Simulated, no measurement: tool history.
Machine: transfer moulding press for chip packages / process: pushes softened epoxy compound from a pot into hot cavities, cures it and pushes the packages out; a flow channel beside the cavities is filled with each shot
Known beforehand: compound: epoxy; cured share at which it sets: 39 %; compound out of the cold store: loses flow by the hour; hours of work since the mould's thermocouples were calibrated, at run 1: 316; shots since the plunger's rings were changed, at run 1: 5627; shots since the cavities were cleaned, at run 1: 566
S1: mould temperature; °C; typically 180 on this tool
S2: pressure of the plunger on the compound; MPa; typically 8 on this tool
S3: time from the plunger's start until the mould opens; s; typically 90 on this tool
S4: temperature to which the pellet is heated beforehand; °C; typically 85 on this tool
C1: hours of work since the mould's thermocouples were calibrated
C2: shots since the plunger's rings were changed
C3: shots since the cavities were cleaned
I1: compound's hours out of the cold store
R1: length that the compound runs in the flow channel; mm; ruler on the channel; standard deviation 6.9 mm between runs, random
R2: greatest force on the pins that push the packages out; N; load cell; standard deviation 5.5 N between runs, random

run   hour   S1    S2   S3  S4   C1    C2   C3    I1   R1   R2
  1      0  180     8   90  85  316  5627  566  44.7  652  325
      17.8  -- cavities cleaned with cleaning compound and waxed
  2   24.5  180     8   90  85  328  5842   63  47.4  657  367
  3     51  180     8   90  85  342  6088  309  28.5  689  379
  4   64.4  180     8   90  85  349  6213  434  24.7  712  383
      71.3  -- cavities cleaned with cleaning compound and waxed, once more
      80.3  -- plunger's sealing rings changed
  5   94.5  180     8   90  85  363   132  193  31.6  769  259
  6  111.4  180     8   90  85  372   290  351  34.1  767  285
  7  127.3  180     8   90  85  380   437  498  36.8  748  298
  8  144.7  180     8   90  85  389   600  661    46  715  332
     153.8  -- cavities cleaned with cleaning compound and waxed
  9  169.4  180     8   90  85  401   816  146  12.9  814  268
 10  195.4  180     8   90  85  415  1058  388  43.6  729  292
 11  211.7  180     8   90  85  424  1210  540  27.2  766  336
 12  229.9  180     8   90  85  433  1379  709  42.4  724  338
     232.9  -- cavities cleaned with cleaning compound and waxed
 13    246  180     8   90  85  441  1515  122  13.8  820  260
 14  260.2  180     8  123  85  448  1647  254    45  704  221
 15  287.1  175     8  123  85  462  1898  505  43.9  719  263
     313.5  -- cavities cleaned with cleaning compound and waxed
 16  317.1  180     8   89  85  477  2163   34  14.6  796  222
 17  339.3  180     8   90  83  489  2370  241  14.8  798  264
 18  352.9  184     8   90  83  496  2497  368    32  739  268
 19    381  182  7.01   76  90  511  2758  629  43.7  647  413
     392.4  -- cavities cleaned with cleaning compound and waxed
 20    400  182  7.01   76  90  520  2921   70  23.7  708  289
 21  426.2  180  6.26   90  85  534  3165  314  45.4  619  285
 22  445.6  180   6.2   90  92  544  3345  494  41.9  620  304
 23  458.6  172  7.05   98  80  551  3467  616    20  740  473
       471  -- cavities cleaned with cleaning compound and waxed
 24  482.9  172  7.05   98  80  563  3679  110    28  723  324
 25  495.4  180  7.89  124  85  569  3796  227  14.8  772  215
 26  524.2  180  7.89  124  85  584  4064  495  33.8  707  248
 27  540.2  180  7.89  124  85  592  4212  643  16.5  770  275
     549.6  -- cavities cleaned with cleaning compound and waxed
 28  563.2  180  7.89  124  85  604  4413  126  18.4  757  183

Each row is a separate what-if for the run after 28, all from the same tool condition, not one after another. Results?
  A  581.1  180   8.6  106  85  613  4580  293  11.8   ?   ?
  B  581.1  180  7.71  109  92  613  4580  293   8.5   ?   ?
  C  581.1  175  7.89   71  86  613  4580  293   8.3   ?   ?

run   R1   R2
  A  809  242
  B  773  227
  C  799  708
What these runs would have given with no unlogged condition in the tool:
run   R1   R2
  A  869  168
  B  830  157
  C  858  460

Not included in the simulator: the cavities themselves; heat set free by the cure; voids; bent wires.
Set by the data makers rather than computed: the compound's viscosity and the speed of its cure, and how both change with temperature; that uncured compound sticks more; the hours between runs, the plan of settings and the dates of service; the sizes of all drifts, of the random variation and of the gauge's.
